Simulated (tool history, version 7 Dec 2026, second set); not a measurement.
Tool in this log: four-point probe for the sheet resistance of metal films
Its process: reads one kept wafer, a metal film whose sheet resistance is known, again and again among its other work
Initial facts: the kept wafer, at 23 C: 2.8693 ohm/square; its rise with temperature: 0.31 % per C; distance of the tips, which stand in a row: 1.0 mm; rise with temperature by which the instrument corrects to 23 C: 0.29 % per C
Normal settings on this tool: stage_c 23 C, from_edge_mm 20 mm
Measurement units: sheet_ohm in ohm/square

run 1 hour=0.0 | stage_c=23 from_edge_mm=20 | sheet_ohm=2.880133
run 2 hour=36.6 | stage_c=23 from_edge_mm=20 | sheet_ohm=2.881791
run 3 hour=108.6 | stage_c=23 from_edge_mm=25 | sheet_ohm=2.878982
run 4 hour=194.5 | stage_c=23 from_edge_mm=25 | sheet_ohm=2.881735
run 5 hour=240.1 | stage_c=23 from_edge_mm=25 | sheet_ohm=2.880083
run 6 hour=292.5 | stage_c=27 from_edge_mm=20 | sheet_ohm=2.884481
run 7 hour=376.7 | stage_c=27 from_edge_mm=20 | sheet_ohm=2.884059
run 8 hour=463.0 | stage_c=27 from_edge_mm=20 | sheet_ohm=2.885739
run 9 hour=548.9 | stage_c=27 from_edge_mm=20 | sheet_ohm=2.887214
run 10 hour=619.6 | stage_c=23 from_edge_mm=20 | sheet_ohm=2.885717
run 11 hour=697.8 | stage_c=23 from_edge_mm=20 | sheet_ohm=2.888290
run 12 hour=748.8 | stage_c=23 from_edge_mm=20 | sheet_ohm=2.887682
run 13 hour=804.3 | stage_c=23 from_edge_mm=20 | sheet_ohm=2.888139
run 14 hour=874.2 | stage_c=23 from_edge_mm=20 | sheet_ohm=2.888376
run 15 hour=914.1 | stage_c=23 from_edge_mm=20 | sheet_ohm=2.888390
run 16 hour=973.5 | stage_c=23 from_edge_mm=20 | sheet_ohm=2.889534
run 17 hour=1009.8 | stage_c=23 from_edge_mm=20 | sheet_ohm=2.888860
run 18 hour=1095.8 | stage_c=23 from_edge_mm=20 | sheet_ohm=2.888897
run 19 hour=1142.2 | stage_c=23 from_edge_mm=20 | sheet_ohm=2.891084
run 20 hour=1216.5 | stage_c=21 from_edge_mm=14 | sheet_ohm=2.893844
run 21 hour=1295.5 | stage_c=34 from_edge_mm=5 | sheet_ohm=2.951441
run 22 hour=1339.6 | stage_c=20 from_edge_mm=7 | sheet_ohm=2.918325
run 23 hour=1413.4 | stage_c=23 from_edge_mm=12 | sheet_ohm=2.899170
run 24 hour=1451.7 | stage_c=23 from_edge_mm=8 | sheet_ohm=2.913386
run 25 hour=1492.1 | stage_c=23 from_edge_mm=8 | sheet_ohm=2.914951
run 26 hour=1572.2 | stage_c=22 from_edge_mm=63 | sheet_ohm=2.890327
run 27 hour=1648.2 | stage_c=19 from_edge_mm=63 | sheet_ohm=2.890084
run 28 hour=1692.4 | stage_c=20 from_edge_mm=31 | sheet_ohm=2.892090
run 29 hour=1731.0 | stage_c=20 from_edge_mm=15 | sheet_ohm=2.898088
run 30 hour=1774.2 | stage_c=20 from_edge_mm=15 | sheet_ohm=2.897841
run 31 hour=1843.2 | stage_c=20 from_edge_mm=15 | sheet_ohm=2.898717
run 32 hour=1901.6 | stage_c=20 from_edge_mm=15 | sheet_ohm=2.899255
run 33 hour=1954.4 | stage_c=22 from_edge_mm=14 | sheet_ohm=2.900866
run 34 hour=2041.5 | stage_c=19 from_edge_mm=29 | sheet_ohm=2.894019
run 35 hour=2100.8 | stage_c=20 from_edge_mm=34 | sheet_ohm=2.895438
run 36 hour=2161.3 | stage_c=25 from_edge_mm=70 | sheet_ohm=2.898000
run 37 hour=2237.6 | stage_c=21 from_edge_mm=8 | sheet_ohm=2.919689
run 38 hour=2281.0 | stage_c=21 from_edge_mm=20 | sheet_ohm=2.899473

Here are 4 independent what-if runs from the current tool condition. What would each one return?
run A hour=2336.3 | stage_c=25 from_edge_mm=20 | sheet_ohm=?
run B hour=2336.3 | stage_c=21 from_edge_mm=24 | sheet_ohm=?
run C hour=2336.3 | stage_c=26 from_edge_mm=20 | sheet_ohm=?
run D hour=2336.3 | stage_c=25 from_edge_mm=20 | sheet_ohm=?

run=A sheet_ohm=2.901823
run=B sheet_ohm=2.898821
run=C sheet_ohm=2.902956
run=D sheet_ohm=2.901820
Without the tool's hidden state the same runs would have given:
run=A sheet_ohm=2.873974
run=B sheet_ohm=2.870958
run=C sheet_ohm=2.875106
run=D sheet_ohm=2.873971

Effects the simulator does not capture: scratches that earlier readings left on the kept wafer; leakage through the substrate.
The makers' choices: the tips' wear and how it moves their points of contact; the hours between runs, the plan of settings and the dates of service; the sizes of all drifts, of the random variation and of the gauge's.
